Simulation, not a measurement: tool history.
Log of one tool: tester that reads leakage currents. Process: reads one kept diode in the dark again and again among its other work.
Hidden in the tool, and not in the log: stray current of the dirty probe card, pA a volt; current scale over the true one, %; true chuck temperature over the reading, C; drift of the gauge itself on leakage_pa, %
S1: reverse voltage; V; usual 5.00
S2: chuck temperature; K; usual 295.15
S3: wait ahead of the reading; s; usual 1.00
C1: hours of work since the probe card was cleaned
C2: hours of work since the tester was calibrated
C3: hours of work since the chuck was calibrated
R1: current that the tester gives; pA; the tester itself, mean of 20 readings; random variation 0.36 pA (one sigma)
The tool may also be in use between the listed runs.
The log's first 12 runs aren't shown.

{"run": 13, "hour": 378.3, "S1": 5.0, "S2": 295.15, "S3": 1.0, "C1": 1912, "C2": 337, "C3": 225, "R1": 121.57}
{"run": 14, "hour": 418.4, "S1": 5.0, "S2": 295.15, "S3": 1.0, "C1": 1932, "C2": 357, "C3": 245, "R1": 121.88}
{"run": 15, "hour": 461.9, "S1": 5.0, "S2": 295.15, "S3": 1.0, "C1": 1953, "C2": 378, "C3": 266, "R1": 122.21}
{"run": 16, "hour": 482.0, "S1": 5.0, "S2": 295.15, "S3": 1.0, "C1": 1963, "C2": 388, "C3": 276, "R1": 122.33}
{"run": 17, "hour": 502.0, "S1": 5.0, "S2": 295.15, "S3": 0.96, "C1": 1973, "C2": 398, "C3": 286, "R1": 122.2}
{"run": 18, "hour": 539.0, "S1": 5.0, "S2": 311.15, "S3": 1.0, "C1": 1991, "C2": 416, "C3": 304, "R1": 427.21}
{"run": 19, "hour": 569.5, "S1": 5.0, "S2": 311.15, "S3": 1.0, "C1": 2006, "C2": 431, "C3": 319, "R1": 426.07}
{"hour": 575.1, "done": "probe card cleaned and baked"}
{"run": 20, "hour": 610.0, "S1": 5.0, "S2": 311.15, "S3": 1.0, "C1": 17, "C2": 449, "C3": 337, "R1": 427.36}
{"run": 21, "hour": 654.6, "S1": 4.12, "S2": 321.15, "S3": 2.84, "C1": 39, "C2": 471, "C3": 359, "R1": 781.11}
{"run": 22, "hour": 680.7, "S1": 4.0, "S2": 297.15, "S3": 2.51, "C1": 52, "C2": 484, "C3": 372, "R1": 127.11}
{"run": 23, "hour": 726.5, "S1": 4.0, "S2": 297.15, "S3": 2.51, "C1": 74, "C2": 507, "C3": 395, "R1": 127.67}
{"run": 24, "hour": 772.5, "S1": 12.21, "S2": 325.15, "S3": 1.0, "C1": 97, "C2": 529, "C3": 417, "R1": 1958.43}
{"hour": 789.9, "done": "probe card cleaned and baked, once more"}
{"run": 25, "hour": 796.5, "S1": 6.53, "S2": 294.15, "S3": 1.0, "C1": 3, "C2": 539, "C3": 428, "R1": 131.66}
{"run": 26, "hour": 816.4, "S1": 6.53, "S2": 294.15, "S3": 1.0, "C1": 13, "C2": 549, "C3": 437, "R1": 131.7}
{"run": 27, "hour": 845.3, "S1": 10.49, "S2": 295.15, "S3": 1.0, "C1": 27, "C2": 563, "C3": 452, "R1": 190.76}
{"run": 28, "hour": 877.5, "S1": 10.49, "S2": 295.15, "S3": 1.0, "C1": 43, "C2": 579, "C3": 467, "R1": 190.18}
{"run": 29, "hour": 920.9, "S1": 10.49, "S2": 295.15, "S3": 1.0, "C1": 64, "C2": 601, "C3": 489, "R1": 191.44}
{"run": 30, "hour": 955.6, "S1": 12.31, "S2": 327.15, "S3": 4.15, "C1": 81, "C2": 618, "C3": 506, "R1": 2275.17}
{"run": 31, "hour": 1001.9, "S1": 5.0, "S2": 322.15, "S3": 4.29, "C1": 104, "C2": 640, "C3": 528, "R1": 953.14}
{"run": 32, "hour": 1040.2, "S1": 5.32, "S2": 295.15, "S3": 1.0, "C1": 123, "C2": 659, "C3": 547, "R1": 128.26}
{"run": 33, "hour": 1071.3, "S1": 5.32, "S2": 295.15, "S3": 1.0, "C1": 138, "C2": 674, "C3": 562, "R1": 128.39}
{"run": 34, "hour": 1105.8, "S1": 5.32, "S2": 295.15, "S3": 1.0, "C1": 155, "C2": 691, "C3": 579, "R1": 128.56}
{"run": 35, "hour": 1137.9, "S1": 5.0, "S2": 295.15, "S3": 1.44, "C1": 171, "C2": 707, "C3": 595, "R1": 124.3}

4 ways to go on from here, each from the tool as it stands after run 35. What would each give?
{"run": "A", "hour": 1157.5, "S1": 5.0, "S2": 321.15, "S3": 0.34, "C1": 180, "C2": 717, "C3": 605, "R1": "?"}
{"run": "B", "hour": 1157.5, "S1": 6.53, "S2": 301.15, "S3": 0.43, "C1": 180, "C2": 717, "C3": 605, "R1": "?"}
{"run": "C", "hour": 1157.5, "S1": 13.82, "S2": 300.15, "S3": 1.44, "C1": 180, "C2": 717, "C3": 605, "R1": "?"}
{"run": "D", "hour": 1157.5, "S1": 5.0, "S2": 295.15, "S3": 3.37, "C1": 180, "C2": 717, "C3": 605, "R1": "?"}

run=A R1=891.60
run=B R1=236.65
run=C R1=340.40
run=D R1=124.59
Without the tool's hidden state the same runs would have given:
run=A R1=867.08
run=B R1=229.05
run=C R1=329.25
run=D R1=120.36
